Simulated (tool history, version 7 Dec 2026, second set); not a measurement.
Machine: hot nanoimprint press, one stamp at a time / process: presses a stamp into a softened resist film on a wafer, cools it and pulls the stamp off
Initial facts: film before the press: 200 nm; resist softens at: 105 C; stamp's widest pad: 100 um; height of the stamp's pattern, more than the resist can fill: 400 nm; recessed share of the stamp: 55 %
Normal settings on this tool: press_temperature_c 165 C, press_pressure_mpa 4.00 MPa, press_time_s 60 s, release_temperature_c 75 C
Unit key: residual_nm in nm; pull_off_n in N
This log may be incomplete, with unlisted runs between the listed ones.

run   hour  press_temperature_c  press_pressure_mpa  press_time_s  release_temperature_c  residual_nm  pull_off_n
  1    0.0                  165                4.00            60                     75        109.6         102
  2   23.2                  165                3.07            60                     75        119.5          99
  3   47.4                  165                3.07            60                     75        120.9         102
  4   71.6                  165                3.07            60                     75        120.5         101
  5   82.6                  165                4.00            60                     75        109.5         103
  6  103.8                  155                4.00            60                     75        151.4          98
  7  119.4                  155                4.00            60                     75        149.7         100
  8  129.8                  155                4.00            60                     75        149.9          98
  9  151.4                  165                4.00           106                     75         88.9          96
 10  168.8                  165                4.00           106                     75         88.7         101
 11  179.0                  165                4.39           115                     75         81.8         102
 12  195.5                  165                4.59            99                     75         86.5          99
 13  206.4                  165                4.59            99                     75         85.6         102
 14  221.1                  165                4.59            64                     67        102.1         107
 15  237.1                  165                4.59            64                     67        102.6         104
 16  249.4                  165                4.59            64                     67        102.3         108
 17  268.8                  162                3.15            60                     77        130.0         102
 18  283.3                  162                3.15            60                     77        130.4          99
 19  296.4                  162                3.15            60                     77        130.3         106
 20  316.2                  158                4.93           119                     73        105.7         103

4 ways to go on from here, each from the tool as it stands after run 20. What would each give?
  A  339.9                  158                2.58            90                     64            ?           ?
  B  339.9                  177                4.54            60                     73            ?           ?
  C  339.9                  167                3.20            77                     75            ?           ?
  D  339.9                  158                3.27            72                     78            ?           ?

run  residual_nm  pull_off_n
  A        139.1         109
  B         65.6         100
  C        101.6         100
  D        138.7          99
Stripped of hidden state, with their random variation kept, the same runs would have yielded:
run  residual_nm  pull_off_n
  A        139.3         108
  B         65.7          99
  C        101.8          99
  D        138.9          98
